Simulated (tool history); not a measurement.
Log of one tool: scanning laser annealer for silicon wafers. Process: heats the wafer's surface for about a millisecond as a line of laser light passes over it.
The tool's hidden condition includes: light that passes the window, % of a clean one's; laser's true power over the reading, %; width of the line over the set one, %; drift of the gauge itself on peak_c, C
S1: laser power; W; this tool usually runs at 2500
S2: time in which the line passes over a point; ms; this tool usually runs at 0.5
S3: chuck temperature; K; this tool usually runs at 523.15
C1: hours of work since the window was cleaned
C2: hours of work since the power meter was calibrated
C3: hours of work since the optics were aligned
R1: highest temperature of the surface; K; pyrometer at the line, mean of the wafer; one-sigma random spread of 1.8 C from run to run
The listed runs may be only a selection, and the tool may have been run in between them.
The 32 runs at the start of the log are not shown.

run   hour    S1     S2      S3   C1   C2   C3       R1
 33  412.4  2411  0.585  539.15  147  482  814  1358.15
 34  431.4  2411  0.585  551.15  162  497  829  1372.15
 35  445.3  2411  0.418  551.15  173  508  840  1229.15
 36  454.3  2411  0.418  515.15  180  515  847  1192.15
 37  468.6  2411  0.418  515.15  192  527  858  1192.15
 38  478.4  2411  0.613  548.15  199  535  866  1385.15
 39    493  2732  0.513  548.15  211  546  878  1425.15
 40    511  2732  0.513  548.15  225  560  892  1426.15

Predict each of these 3 candidate next runs independently; none follows another, all start after run 40:
  A  529.5  2722  0.371  558.15  240  575  907   ?
  B  529.5  2732  0.356  548.15  240  575  907   ?
  C  529.5  2544  0.513  548.15  240  575  907   ?

run       R1
  A  1289.15
  B  1265.15
  C  1353.15
Without the tool's unlogged condition, the same runs would have read:
run       R1
  A  1315.15
  B  1290.15
  C  1382.15
